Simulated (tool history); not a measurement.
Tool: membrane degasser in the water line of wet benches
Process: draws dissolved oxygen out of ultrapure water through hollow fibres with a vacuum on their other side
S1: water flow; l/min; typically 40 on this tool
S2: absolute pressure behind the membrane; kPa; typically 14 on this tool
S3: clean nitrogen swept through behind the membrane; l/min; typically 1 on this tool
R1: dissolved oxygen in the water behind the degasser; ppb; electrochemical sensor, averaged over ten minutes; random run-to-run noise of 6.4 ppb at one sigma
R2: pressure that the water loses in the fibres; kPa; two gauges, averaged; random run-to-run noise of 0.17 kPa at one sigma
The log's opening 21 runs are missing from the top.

run     day  S1    S2    S3      R1     R2
 22  27.208  46    14     1  1038.3  33.97
 23  28.762  28  28.2  0.76  1604.8   20.6
 24  29.979  26   9.5  2.05   206.8  19.16
 25  31.525  26   9.5  2.05   208.1  19.26
 26  32.412  26  11.5   1.7   302.2  19.16
 27  33.467  26  11.5   1.7   306.1  19.34
 28  34.388  26  11.5   1.7   306.7  18.95
 29  36.154  31  17.3     1   882.7  23.23
 30  37.838  31  21.7     1  1106.9  23.03
 31  38.912  31  21.7     1  1116.9  23.01
 32  39.688  35   8.6  1.89     300  26.16

Predict each of these 3 candidate next runs independently; none follows another, all start after run 32:
  A  40.467  40  8.8     1   ?   ?
  B  40.467  57   14     1   ?   ?
  C  40.467  30   14  1.86   ?   ?

run     R1     R2
  A  555.4  29.94
  B   1319  42.31
  C  427.4  22.22
With the hidden condition removed and each run's random variation left untouched, the same runs would have given:
run      R1     R2
  A     554  29.11
  B  1317.3  41.13
  C   426.7   21.6
